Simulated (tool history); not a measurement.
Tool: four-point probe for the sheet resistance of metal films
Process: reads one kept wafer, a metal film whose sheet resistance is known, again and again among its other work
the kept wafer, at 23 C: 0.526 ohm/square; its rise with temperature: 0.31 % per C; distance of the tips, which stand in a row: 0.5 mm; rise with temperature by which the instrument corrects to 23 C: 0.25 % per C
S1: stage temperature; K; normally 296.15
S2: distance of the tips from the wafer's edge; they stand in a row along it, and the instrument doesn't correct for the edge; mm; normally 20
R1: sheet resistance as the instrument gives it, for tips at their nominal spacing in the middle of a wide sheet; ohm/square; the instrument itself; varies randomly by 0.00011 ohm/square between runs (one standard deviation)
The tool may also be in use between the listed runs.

run	day	S1	S2	R1
1	0.000	296.15	20	0.527127
2	1.121	296.15	20	0.527359
3	2.288	296.15	20	0.527108
4	3.162	296.15	20	0.527193
5	3.842	306.15	20	0.529794
6	5.254	296.15	44	0.526936
# day 5.333: stage's thermometer calibrated
7	6.575	296.15	44	0.527030
8	7.375	296.15	20	0.527343
9	7.946	296.15	52	0.527224
# day 8.333: stage's thermometer calibrated, once more
10	9.383	302.15	7	0.529715
11	10.379	303.15	19	0.528822
12	11.146	301.15	38	0.527789
13	12.142	301.15	15	0.528132
14	12.946	296.15	29	0.526696
15	14.242	296.15	29	0.526485
16	15.071	296.15	29	0.526618

Consider 3 possible next runs. They are alternatives, not a sequence: every one starts from the tool as it was left by run 16. What does each give?
A	16.342	299.15	16	?
B	16.342	300.15	3	?
C	16.342	304.15	17	?

run	R1
A	0.527527
B	0.535549
C	0.529060
The same runs, with their run-to-run variation unchanged, on a tool lacking any hidden condition would have given:
run	R1
A	0.527037
B	0.535052
C	0.528569

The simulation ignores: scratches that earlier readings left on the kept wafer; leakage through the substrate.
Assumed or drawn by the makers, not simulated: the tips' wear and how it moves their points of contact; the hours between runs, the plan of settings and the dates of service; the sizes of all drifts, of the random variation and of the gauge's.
